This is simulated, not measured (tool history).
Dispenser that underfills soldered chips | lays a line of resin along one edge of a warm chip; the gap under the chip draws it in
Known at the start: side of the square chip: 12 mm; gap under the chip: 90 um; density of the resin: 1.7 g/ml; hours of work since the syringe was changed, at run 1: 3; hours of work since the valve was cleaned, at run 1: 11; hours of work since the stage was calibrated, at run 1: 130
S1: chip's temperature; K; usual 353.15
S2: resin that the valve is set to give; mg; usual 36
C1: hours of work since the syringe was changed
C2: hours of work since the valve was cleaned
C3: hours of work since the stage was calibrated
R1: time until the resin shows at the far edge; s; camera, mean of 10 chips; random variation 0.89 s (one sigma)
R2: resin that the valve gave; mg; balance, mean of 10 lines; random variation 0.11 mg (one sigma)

run	day	S1	S2	C1	C2	C3	R1	R2
1	0	353.15	36	3	11	130	107.6	35.5
# day 0.15: new syringe of resin
2	0.25	353.15	36	2	15	134	97.4	35.5
3	0.367	353.15	36	4	17	136	114.5	35.53
# day 0.471: new syringe of resin
4	0.546	353.15	36	1	20	139	91.9	35.3
# day 0.8: new syringe of resin
5	0.829	355.15	36	1	25	143	79.5	35.27
6	1.004	355.15	36	4	28	147	102.2	35.23
# day 1.129: new syringe of resin
7	1.196	355.15	36	1	31	150	82.6	35.05
8	1.367	362.15	36	4	34	153	75.1	34.8
# day 1.467: new syringe of resin
9	1.646	362.15	36	3	39	157	67.6	34.74
# day 1.796: new syringe of resin
10	1.838	353.15	36	1	42	160	87.1	34.7
11	2.008	353.15	34.6	4	45	163	115.5	33.27
# day 2.121: new syringe of resin
12	2.196	353.15	34.6	1	48	167	93.7	33.25
13	2.325	359.15	36	4	50	169	81.9	34.6
# day 2.442: new syringe of resin
# day 2.508: dispensing valve cleaned and set on the balance
14	2.592	343.15	36	2	1	173	164.1	36.01
# day 2.8: new syringe of resin
15	2.821	343.15	36	0	5	176	144.9	35.93
16	3.038	343.15	36	4	9	180	198.9	35.81
# day 3.117: new syringe of resin
17	3.188	343.15	36	1	11	182	152.3	35.8
18	3.375	343.15	36	5	15	186	207.5	35.7
# day 3.433: new syringe of resin
19	3.575	367.15	37.3	2	18	189	50.7	36.75
# day 3.767: new syringe of resin
20	3.775	359.15	32.3	0	21	192	61.7	31.59
21	4.012	357.15	43	4	25	197	96.9	42.2
# day 4.096: new syringe of resin
22	4.167	343.15	40.7	1	28	199	159.4	39.8
23	4.342	356.15	42.6	4	31	202	101.6	41.58
# day 4.417: new syringe of resin
24	4.608	356.15	42.6	3	35	207	92.9	41.51
# day 4.733: new syringe of resin
25	4.846	364.15	36	2	39	210	54.4	35.02
# day 5.054: new syringe of resin
26	5.104	364.15	36	1	44	215	51.7	34.73
27	5.25	364.15	36	3	46	217	64.1	34.88
# day 5.371: new syringe of resin
28	5.504	364.15	36	2	51	222	59	34.61
# day 5.667: dispensing valve cleaned and set on the balance
# day 5.729: new syringe of resin
29	5.829	339.15	40.3	2	3	226	201.2	40.28
30	5.971	339.15	32.2	4	5	229	253.3	31.84
# day 6.05: new syringe of resin
31	6.225	348.15	31	3	9	233	140.5	30.67
# day 6.367: new syringe of resin
32	6.392	348.15	31	0	12	236	112.9	30.58
33	6.525	366.15	35.8	3	14	238	55.4	35.14
34	6.642	366.15	35.8	5	16	240	65	35.19

Some steps in R1 between neighbouring runs. How much of each would the tool show without its hidden state too (settings, what came in, random variation), and how much is left for the hidden state, with any gauge scatter that isn't in both results?
The hidden state here: resin's viscosity, % of fresh resin's; dose that the valve gives, % of what is set; true chip temperature over the reading, C; drift of the gauge itself on fill_s, %; drift of the gauge itself on given_mg, %.
Run 15 -> 16: no setting changed, nothing entered. R1 +54 s: hidden state +55.8, all else -1.8.
Run 17 -> 18: no setting changed, nothing entered. R1 +55.2 s: hidden state +52.4, all else +2.8.
Run 18 -> 19: S1 343.15 -> 367.15, S2 36 -> 37.3, new syringe of resin. R1 -156.8 s: hidden state -55.8, all else -101.
Run 28 -> 29: S1 364.15 -> 339.15, S2 36 -> 40.3, dispensing valve cleaned and set on the balance, new syringe of resin. R1 +142.2 s: hidden state +14, all else +128.2.
Run 30 -> 31: S1 339.15 -> 348.15, S2 32.2 -> 31, new syringe of resin. R1 -112.8 s: hidden state -44.5, all else -68.3.

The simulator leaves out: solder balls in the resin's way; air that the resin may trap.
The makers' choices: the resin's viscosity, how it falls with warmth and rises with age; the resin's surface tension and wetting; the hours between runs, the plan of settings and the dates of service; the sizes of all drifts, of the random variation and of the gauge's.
